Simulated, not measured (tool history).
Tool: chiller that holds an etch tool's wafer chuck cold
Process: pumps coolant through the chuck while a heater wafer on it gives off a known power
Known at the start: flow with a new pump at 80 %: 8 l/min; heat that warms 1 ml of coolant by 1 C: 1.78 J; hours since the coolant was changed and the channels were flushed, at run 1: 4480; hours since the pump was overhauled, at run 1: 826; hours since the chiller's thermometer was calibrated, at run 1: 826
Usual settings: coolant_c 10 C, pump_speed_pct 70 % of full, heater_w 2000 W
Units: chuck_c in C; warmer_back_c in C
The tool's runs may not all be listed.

run,day,coolant_c,pump_speed_pct,heater_w,hours since the coolant was changed and the channels were flushed,hours since the pump was overhauled,hours since the chiller's thermometer was calibrated,chuck_c,warmer_back_c
1,0.000,10,70,2000,4480,826,826,27.5,9.57
2,3.150,10,70,2782,4556,902,902,34.5,13.28
3,8.475,10,70,2782,4684,1029,1029,34.6,13.32
4,10.817,10,70,2782,4740,1085,1085,34.5,13.27
5,13.638,10,70,2000,4808,1153,1153,27.6,9.48
6,17.658,10,79,2000,4904,1250,1250,26.3,8.48
7,20.629,10,79,2000,4975,1321,1321,26.4,8.45
8,24.688,10,79,2000,5073,1418,1418,26.5,8.44
9,27.938,10,79,2000,5151,1496,1496,26.3,8.40
10,32.000,10,79,2000,5248,1594,1594,26.4,8.39
11,35.221,6,79,2191,5326,1671,1671,24.0,9.24
12,37.383,6,79,2191,5377,1723,1723,24.0,9.11
13,40.471,19,79,2000,5452,1797,1797,35.4,8.37
14,44.917,19,79,2000,5558,1904,1904,35.3,8.34
15,47.146,19,96,2000,5612,1957,1957,33.6,6.90
16,50.033,4,70,2156,5681,2027,2027,22.9,10.10
17,54.762,8,98,1474,5795,2140,2140,18.6,4.95
18,58.758,8,98,1474,5891,2236,2236,18.5,4.90

Forecast run 19:
19,62.533,3,70,2000,5981,2327,2327,?,?

Run 19 gave chuck_c 20.7 C, warmer_back_c 9.38 C.
Without the tool's hidden state the same run would have given chuck_c 20.7 C, warmer_back_c 9.61 C.
